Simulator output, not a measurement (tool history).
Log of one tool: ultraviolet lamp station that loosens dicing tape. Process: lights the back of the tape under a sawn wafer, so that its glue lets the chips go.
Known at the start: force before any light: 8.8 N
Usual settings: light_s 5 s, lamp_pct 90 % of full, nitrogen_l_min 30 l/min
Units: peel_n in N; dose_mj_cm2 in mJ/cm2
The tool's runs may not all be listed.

Run 1, hour 0.0: usual settings. Result: peel_n 0.680 N, dose_mj_cm2 440 mJ/cm2.
Run 2, hour 64.2: usual settings. Result: peel_n 0.733 N, dose_mj_cm2 428 mJ/cm2.
Run 3, hour 137.7: usual settings. Result: peel_n 0.782 N, dose_mj_cm2 422 mJ/cm2.
Run 4, hour 190.5: usual settings. Result: peel_n 0.802 N, dose_mj_cm2 408 mJ/cm2.
Run 5, hour 250.5: usual settings. Result: peel_n 0.866 N, dose_mj_cm2 395 mJ/cm2.
Run 6, hour 288.4: usual settings. Result: peel_n 0.906 N, dose_mj_cm2 391 mJ/cm2.
Run 7, hour 328.0: usual settings but light_s 3 s. Result: peel_n 2.267 N, dose_mj_cm2 231 mJ/cm2.
Run 8, hour 398.3: usual settings but light_s 3 s. Result: peel_n 2.412 N, dose_mj_cm2 221 mJ/cm2.
Run 9, hour 451.2: usual settings but light_s 3 s. Result: peel_n 2.438 N, dose_mj_cm2 216 mJ/cm2.
Run 10, hour 494.4: usual settings but light_s 3 s. Result: peel_n 2.532 N, dose_mj_cm2 206 mJ/cm2.
Run 11, hour 541.1: usual settings but light_s 3 s. Result: peel_n 2.576 N, dose_mj_cm2 209 mJ/cm2.
At hour 613.4: window cleaned of glue's vapour.
Run 12, hour 613.4: usual settings but light_s 8 s, lamp_pct 63 % of full. Result: peel_n 0.698 N, dose_mj_cm2 431 mJ/cm2.
Run 13, hour 648.9: usual settings but light_s 8 s, lamp_pct 63 % of full. Result: peel_n 0.757 N, dose_mj_cm2 428 mJ/cm2.

The next listed run, before its measurement:
Run 14, hour 686.7: usual settings but light_s 6 s, lamp_pct 79 % of full, nitrogen_l_min 12 l/min. Result: peel_n ?, dose_mj_cm2 ?.

{"run 14": {"peel_n": 1.691, "dose_mj_cm2": 391}}
Without the tool's hidden state the same run would have given peel_n 1.140 N, dose_mj_cm2 488 mJ/cm2.

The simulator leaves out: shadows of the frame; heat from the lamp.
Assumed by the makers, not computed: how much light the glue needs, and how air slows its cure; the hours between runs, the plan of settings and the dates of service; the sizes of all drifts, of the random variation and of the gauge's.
